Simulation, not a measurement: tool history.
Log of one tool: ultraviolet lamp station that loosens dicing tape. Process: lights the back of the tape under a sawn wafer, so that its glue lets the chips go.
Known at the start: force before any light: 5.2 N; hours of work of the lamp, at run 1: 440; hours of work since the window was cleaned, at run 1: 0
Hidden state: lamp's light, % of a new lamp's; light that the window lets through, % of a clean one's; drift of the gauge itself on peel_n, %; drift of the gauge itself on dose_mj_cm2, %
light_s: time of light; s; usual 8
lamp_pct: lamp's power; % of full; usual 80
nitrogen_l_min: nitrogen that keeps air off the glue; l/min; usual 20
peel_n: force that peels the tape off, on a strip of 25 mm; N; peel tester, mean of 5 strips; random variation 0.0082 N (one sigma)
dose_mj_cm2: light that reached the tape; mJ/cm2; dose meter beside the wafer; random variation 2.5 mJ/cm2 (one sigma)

run	hour	light_s	lamp_pct	nitrogen_l_min	hours of work of the lamp	hours of work since the window was cleaned	peel_n	dose_mj_cm2
1	0	8	80	20	440	0	0.551	224
2	69.9	8	80	20	469	29	0.599	217
3	109.4	8	80	32	485	45	0.466	212
4	152.5	8	80	9	503	63	1.156	211
5	221.9	8	80	9	531	91	1.198	199
6	268.6	8	80	20	550	110	0.71	201
7	358.4	8	80	11	587	147	1.11	192
8	397	8	80	11	603	163	1.176	187
# hour 421.8: lamp changed
9	449.6	8	80	20	11	184	0.406	268
10	499.3	8	80	20	32	205	0.433	267
# hour 515.2: window cleaned of glue's vapour
11	570.2	8	80	20	61	23	0.369	281
12	623.8	8	80	20	83	45	0.391	277
13	662.7	8	80	20	99	61	0.379	274
14	745.6	4	80	20	133	95	1.358	133
15	830.3	4	80	20	168	129	1.429	128
16	911	10	80	20	201	163	0.318	304
17	997.7	10	80	7	236	198	0.764	290
# hour 1032.2: window cleaned of glue's vapour
18	1070	8	80	20	266	16	0.456	248
19	1109.3	8	80	20	282	32	0.5	250
20	1152.8	8	80	20	300	50	0.504	240
21	1227.7	8	80	20	331	80	0.535	234
22	1280.3	8	80	22	352	102	0.542	228
23	1343.5	5	81	38	378	128	0.923	141
24	1392.6	5	81	38	398	148	0.953	137
25	1461.3	8	95	20	427	176	0.485	243
26	1538.2	5	80	25	458	208	1.291	125
# hour 1547.6: window cleaned of glue's vapour
27	1577.4	5	86	34	474	12	0.843	147

Run 28 comes next. What will it give?
28	1639.1	5	86	13	499	38	?	?

{"run 28": {"peel_n": 1.463, "dose_mj_cm2": 142}}
Without the tool's hidden state the same run would have given peel_n 0.922 N, dose_mj_cm2 200 mJ/cm2.

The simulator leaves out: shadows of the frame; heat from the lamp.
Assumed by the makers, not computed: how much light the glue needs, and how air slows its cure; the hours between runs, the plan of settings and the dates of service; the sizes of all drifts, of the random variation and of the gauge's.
